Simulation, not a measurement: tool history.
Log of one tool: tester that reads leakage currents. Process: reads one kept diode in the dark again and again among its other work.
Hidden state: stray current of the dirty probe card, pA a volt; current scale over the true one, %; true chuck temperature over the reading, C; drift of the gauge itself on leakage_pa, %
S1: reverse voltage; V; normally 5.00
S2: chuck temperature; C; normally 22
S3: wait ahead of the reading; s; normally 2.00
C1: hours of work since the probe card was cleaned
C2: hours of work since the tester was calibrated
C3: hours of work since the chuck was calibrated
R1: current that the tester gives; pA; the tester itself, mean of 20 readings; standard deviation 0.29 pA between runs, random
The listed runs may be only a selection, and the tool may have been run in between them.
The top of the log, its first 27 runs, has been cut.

run,hour,S1,S2,S3,C1,C2,C3,R1
28,4776.5,5.00,30,6.56,1181,2133,551,190.80
29,4919.7,5.00,39,2.00,1291,2243,661,399.47
30,5126.2,12.93,48,0.62,1449,2402,819,1292.04
31,5321.3,12.93,48,0.62,1599,2551,969,1293.50
# hour 5445.5: probe card cleaned and baked
32,5445.5,1.45,22,9.56,0,2645,1062,51.92
33,5559.8,5.00,24,2.00,88,2732,1150,114.38
34,5672.8,19.77,22,5.78,174,2819,1237,190.25
35,5898.9,19.77,22,5.78,348,2992,1410,190.64
# hour 6027.3: chuck's temperature calibrated
36,6070.8,19.77,22,4.35,478,3123,33,190.74
37,6180.4,9.61,40,0.67,562,3207,117,602.59
38,6383.5,9.61,40,0.67,718,3363,273,600.59
39,6536.4,7.71,22,3.77,836,3480,391,119.24
40,6665.3,5.00,22,0.37,935,3579,490,97.61

Consider 3 possible next runs. They are alternatives, not a sequence: every one starts from the tool as it was left by run 40. What does each give?
A,6782.3,5.00,39,2.00,1024,3669,579,?
B,6782.3,5.00,42,1.35,1024,3669,579,?
C,6782.3,1.75,26,0.37,1024,3669,579,?

run,R1
A,399.90
B,504.90
C,80.79
Had the tool no hidden state, the same runs would have come out as:
run,R1
A,400.10
B,505.15
C,80.83
